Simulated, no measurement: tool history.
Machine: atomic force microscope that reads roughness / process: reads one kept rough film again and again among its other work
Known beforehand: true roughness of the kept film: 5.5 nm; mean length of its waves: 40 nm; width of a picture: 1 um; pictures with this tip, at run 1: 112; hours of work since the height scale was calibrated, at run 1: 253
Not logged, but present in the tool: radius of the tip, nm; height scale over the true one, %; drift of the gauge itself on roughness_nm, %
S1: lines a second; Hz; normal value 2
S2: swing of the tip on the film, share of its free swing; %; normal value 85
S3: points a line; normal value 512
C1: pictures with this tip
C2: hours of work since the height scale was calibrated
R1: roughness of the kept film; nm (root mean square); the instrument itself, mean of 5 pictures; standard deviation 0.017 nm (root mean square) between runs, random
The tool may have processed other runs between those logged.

run    hour    S1  S2   S3   C1    C2     R1
  1       0     2  85  512  112   253  3.914
  2    28.2     2  85  908  146   273  3.867
  3    77.2     2  85  512  206   308  3.737
  4   121.4     2  85  512  259   339  3.619
  5   144.8     2  85  512  287   356  3.542
      164.6  -- new tip fitted
  6   188.4     2  85  512   28   386  4.141
  7   218.8     2  85  512   65   408  4.031
  8   244.4     2  85  512   96   426  4.009
  9   301.5     2  85  512  165   466  3.821
 10   339.4     2  85  512  211   493  3.708
 11   388.7  0.88  85  512  270   528  4.035
      422.1  -- new tip fitted
 12   431.3  0.88  85  512   11   558  4.677
 13   477.2  0.88  85  512   66   591  4.525
 14   529.6  0.88  85  512  130   628  4.352
 15   573.1  0.88  85  512  182   658  4.217
 16   629.6  0.88  85  512  250   698  4.052
      679.3  -- new tip fitted
 17   684.9  0.88  85  766    7   737  4.741
 18   738.7     2  85  811   71   775   4.07
 19   781.6  0.82  60  448  123   806  4.772
 20   836.6  1.43  68  363  190   845  4.372
 21   882.5  1.09  65  363  245   877  4.368
 22     913  2.23  85  817  282   899  3.541
        935  -- new tip fitted
 23   955.2     2  85  747   24   928  4.225
 24  1008.8     2  85  747   89   966  4.048
 25  1050.2  2.69  78  512  139   996  3.967
 26  1077.8  0.58  68  512  172  1015   4.62
 27  1116.1  0.58  68  512  219  1042  4.525
     1138.1  -- height scale calibrated on a step standard
 28    1167  0.56  84  323  279    20   4.11
     1193.6  -- new tip fitted
 29  1200.9  0.58  62  301    9    44  5.002

Here are 5 independent what-if runs from the current tool condition. What would each one return?
  A  1247  2.64  55   964  65  77   ?
  B  1247     2  63   512  65  77   ?
  C  1247  1.15  85  1012  65  77   ?
  D  1247  0.58  62   880  65  77   ?
  E  1247     2  78   463  65  77   ?

run     R1
  A  4.707
  B  4.628
  C  4.394
  D  4.837
  E  4.238
The same runs, with their run-to-run variation unchanged, on a tool lacking any hidden condition would have given:
run     R1
  A  4.893
  B  4.811
  C  4.568
  D  5.028
  E  4.406

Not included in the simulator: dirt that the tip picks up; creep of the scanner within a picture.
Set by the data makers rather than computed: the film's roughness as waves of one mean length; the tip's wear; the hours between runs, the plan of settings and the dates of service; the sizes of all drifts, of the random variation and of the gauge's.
